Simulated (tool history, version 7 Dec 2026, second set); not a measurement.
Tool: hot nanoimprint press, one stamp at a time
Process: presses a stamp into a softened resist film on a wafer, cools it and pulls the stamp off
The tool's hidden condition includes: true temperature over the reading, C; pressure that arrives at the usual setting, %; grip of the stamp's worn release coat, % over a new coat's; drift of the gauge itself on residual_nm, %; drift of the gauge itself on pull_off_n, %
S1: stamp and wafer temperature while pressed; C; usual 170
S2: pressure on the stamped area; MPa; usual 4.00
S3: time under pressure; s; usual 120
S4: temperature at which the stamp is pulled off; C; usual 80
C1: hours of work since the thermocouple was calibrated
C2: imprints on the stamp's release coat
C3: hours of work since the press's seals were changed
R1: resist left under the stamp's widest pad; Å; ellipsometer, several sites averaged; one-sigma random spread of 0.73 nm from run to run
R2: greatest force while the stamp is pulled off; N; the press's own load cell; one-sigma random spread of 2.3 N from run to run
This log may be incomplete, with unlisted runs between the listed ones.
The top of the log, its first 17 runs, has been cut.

run 18 hour=333.7 | S1=176 S2=4.00 S3=234 S4=80 | C1=224 C2=939 C3=415 | R1=486 R2=123
run 19 hour=351.3 | S1=176 S2=4.24 S3=235 S4=80 | C1=233 C2=991 C3=424 | R1=462 R2=129
run 20 hour=376.3 | S1=176 S2=4.24 S3=235 S4=80 | C1=246 C2=1064 C3=436 | R1=463 R2=124
run 21 hour=395.1 | S1=176 S2=4.24 S3=235 S4=80 | C1=255 C2=1118 C3=446 | R1=462 R2=127
run 22 hour=417.8 | S1=170 S2=4.00 S3=82 S4=80 | C1=267 C2=1185 C3=457 | R1=1063 R2=127
run 23 hour=434.7 | S1=170 S2=4.00 S3=155 S4=80 | C1=275 C2=1234 C3=466 | R1=817 R2=132
-- hour=446.3 plate thermocouple calibrated
run 24 hour=449.9 | S1=178 S2=2.59 S3=233 S4=80 | C1=2 C2=1270 C3=472 | R1=568 R2=128
run 25 hour=475.2 | S1=178 S2=2.59 S3=233 S4=80 | C1=15 C2=1343 C3=484 | R1=566 R2=137
run 26 hour=490.0 | S1=178 S2=2.59 S3=233 S4=80 | C1=22 C2=1387 C3=492 | R1=563 R2=144
run 27 hour=501.9 | S1=168 S2=3.89 S3=97 S4=80 | C1=28 C2=1422 C3=498 | R1=1137 R2=138
run 28 hour=520.1 | S1=174 S2=2.90 S3=218 S4=73 | C1=37 C2=1475 C3=507 | R1=688 R2=157
run 29 hour=545.1 | S1=174 S2=2.90 S3=218 S4=73 | C1=50 C2=1548 C3=520 | R1=683 R2=167
run 30 hour=561.0 | S1=166 S2=6.08 S3=126 S4=80 | C1=58 C2=1594 C3=528 | R1=962 R2=140

Below are 3 alternative next runs, each starting from the tool's condition after run 30. Predict each:
run A hour=584.5 | S1=170 S2=3.07 S3=120 S4=84 | C1=70 C2=1663 C3=540 | R1=? R2=?
run B hour=584.5 | S1=166 S2=3.46 S3=88 S4=66 | C1=70 C2=1663 C3=540 | R1=? R2=?
run C hour=584.5 | S1=179 S2=4.00 S3=120 S4=80 | C1=70 C2=1663 C3=540 | R1=? R2=?

run=A R1=1055 R2=131
run=B R1=1377 R2=190
run=C R1=539 R2=143
Take away the tool's hidden state, keep each run's random variation, and the runs would have read:
run=A R1=1075 R2=96
run=B R1=1400 R2=139
run=C R1=546 R2=104

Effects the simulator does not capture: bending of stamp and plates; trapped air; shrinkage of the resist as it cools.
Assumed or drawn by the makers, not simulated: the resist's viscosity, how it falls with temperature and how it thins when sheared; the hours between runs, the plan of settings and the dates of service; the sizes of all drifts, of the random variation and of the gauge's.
